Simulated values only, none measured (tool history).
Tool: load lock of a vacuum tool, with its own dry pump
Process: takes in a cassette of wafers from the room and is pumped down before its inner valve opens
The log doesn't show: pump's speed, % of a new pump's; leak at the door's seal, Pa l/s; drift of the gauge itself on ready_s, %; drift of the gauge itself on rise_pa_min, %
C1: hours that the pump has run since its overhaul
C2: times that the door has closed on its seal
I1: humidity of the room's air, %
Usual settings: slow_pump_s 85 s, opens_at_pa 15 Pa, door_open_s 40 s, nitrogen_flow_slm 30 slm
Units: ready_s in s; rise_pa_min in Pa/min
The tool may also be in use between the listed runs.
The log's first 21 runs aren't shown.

{"run": 22, "hour": 8175.6, "slow_pump_s": 85, "opens_at_pa": 11, "door_open_s": 111, "nitrogen_flow_slm": 30, "C1": 7708, "C2": 13344, "I1": 44.5, "ready_s": 174, "rise_pa_min": 0.066}
{"run": 23, "hour": 8472.9, "slow_pump_s": 65, "opens_at_pa": 13, "door_open_s": 31, "nitrogen_flow_slm": 27, "C1": 8005, "C2": 14369, "I1": 43.5, "ready_s": 159.8, "rise_pa_min": 0.064}
{"run": 24, "hour": 8892.7, "slow_pump_s": 85, "opens_at_pa": 15, "door_open_s": 40, "nitrogen_flow_slm": 4, "C1": 8425, "C2": 15818, "I1": 45, "ready_s": 170.1, "rise_pa_min": 0.091}
{"run": 25, "hour": 9190.7, "slow_pump_s": 103, "opens_at_pa": 26, "door_open_s": 40, "nitrogen_flow_slm": 30, "C1": 8723, "C2": 16846, "I1": 47.3, "ready_s": 176.7, "rise_pa_min": 0.076}
{"run": 26, "hour": 9473.0, "slow_pump_s": 103, "opens_at_pa": 26, "door_open_s": 40, "nitrogen_flow_slm": 30, "C1": 9005, "C2": 17820, "I1": 42.9, "ready_s": 177.4, "rise_pa_min": 0.083}
{"run": 27, "hour": 9994.1, "slow_pump_s": 103, "opens_at_pa": 26, "door_open_s": 40, "nitrogen_flow_slm": 30, "C1": 9526, "C2": 19617, "I1": 47.3, "ready_s": 178.4, "rise_pa_min": 0.093}
{"run": 28, "hour": 10273.4, "slow_pump_s": 47, "opens_at_pa": 11, "door_open_s": 40, "nitrogen_flow_slm": 30, "C1": 9805, "C2": 20581, "I1": 44.2, "ready_s": 150.4, "rise_pa_min": 0.088}
{"run": 29, "hour": 10760.1, "slow_pump_s": 47, "opens_at_pa": 11, "door_open_s": 96, "nitrogen_flow_slm": 30, "C1": 10292, "C2": 22260, "I1": 43.5, "ready_s": 153, "rise_pa_min": 0.103}
{"run": 30, "hour": 11083.3, "slow_pump_s": 68, "opens_at_pa": 11, "door_open_s": 96, "nitrogen_flow_slm": 30, "C1": 10615, "C2": 23375, "I1": 47.2, "ready_s": 164.9, "rise_pa_min": 0.117}
{"run": 31, "hour": 11553.9, "slow_pump_s": 77, "opens_at_pa": 13, "door_open_s": 40, "nitrogen_flow_slm": 4, "C1": 11086, "C2": 24999, "I1": 45.7, "ready_s": 172.3, "rise_pa_min": 0.141}
{"run": 32, "hour": 12028.8, "slow_pump_s": 77, "opens_at_pa": 13, "door_open_s": 68, "nitrogen_flow_slm": 4, "C1": 11561, "C2": 26637, "I1": 44.3, "ready_s": 174, "rise_pa_min": 0.155}
{"run": 33, "hour": 12347.0, "slow_pump_s": 61, "opens_at_pa": 15, "door_open_s": 167, "nitrogen_flow_slm": 13, "C1": 11879, "C2": 27735, "I1": 45.4, "ready_s": 162.6, "rise_pa_min": 0.17}
{"run": 34, "hour": 12798.0, "slow_pump_s": 85, "opens_at_pa": 11, "door_open_s": 40, "nitrogen_flow_slm": 30, "C1": 12330, "C2": 29291, "I1": 49.3, "ready_s": 182.3, "rise_pa_min": 0.15}
{"run": 35, "hour": 13065.6, "slow_pump_s": 85, "opens_at_pa": 11, "door_open_s": 40, "nitrogen_flow_slm": 30, "C1": 12598, "C2": 30214, "I1": 46.6, "ready_s": 180.5, "rise_pa_min": 0.154}
{"run": 36, "hour": 13388.4, "slow_pump_s": 85, "opens_at_pa": 11, "door_open_s": 40, "nitrogen_flow_slm": 30, "C1": 12920, "C2": 31328, "I1": 41.7, "ready_s": 183.9, "rise_pa_min": 0.164}
{"run": 37, "hour": 13702.6, "slow_pump_s": 105, "opens_at_pa": 23, "door_open_s": 40, "nitrogen_flow_slm": 30, "C1": 13235, "C2": 32412, "I1": 45.3, "ready_s": 187.4, "rise_pa_min": 0.175}

Forecast each of these 4 alternatives for the next run:
{"run": "A", "hour": 14165.5, "slow_pump_s": 105, "opens_at_pa": 17, "door_open_s": 40, "nitrogen_flow_slm": 30, "C1": 13698, "C2": 34009, "I1": 46.6, "ready_s": "?", "rise_pa_min": "?"}
{"run": "B", "hour": 14165.5, "slow_pump_s": 54, "opens_at_pa": 23, "door_open_s": 40, "nitrogen_flow_slm": 30, "C1": 13698, "C2": 34009, "I1": 45.6, "ready_s": "?", "rise_pa_min": "?"}
{"run": "C", "hour": 14165.5, "slow_pump_s": 50, "opens_at_pa": 23, "door_open_s": 40, "nitrogen_flow_slm": 18, "C1": 13698, "C2": 34009, "I1": 45.2, "ready_s": "?", "rise_pa_min": "?"}
{"run": "D", "hour": 14165.5, "slow_pump_s": 105, "opens_at_pa": 23, "door_open_s": 66, "nitrogen_flow_slm": 30, "C1": 13698, "C2": 34009, "I1": 51.5, "ready_s": "?", "rise_pa_min": "?"}

run=A ready_s=191.5 rise_pa_min=0.182
run=B ready_s=152.6 rise_pa_min=0.187
run=C ready_s=150.4 rise_pa_min=0.186
run=D ready_s=186.9 rise_pa_min=0.196
Without the tool's hidden state the same runs would have given:
run=A ready_s=175.9 rise_pa_min=0.023
run=B ready_s=134.8 rise_pa_min=0.026
run=C ready_s=132.3 rise_pa_min=0.027
run=D ready_s=172.2 rise_pa_min=0.034
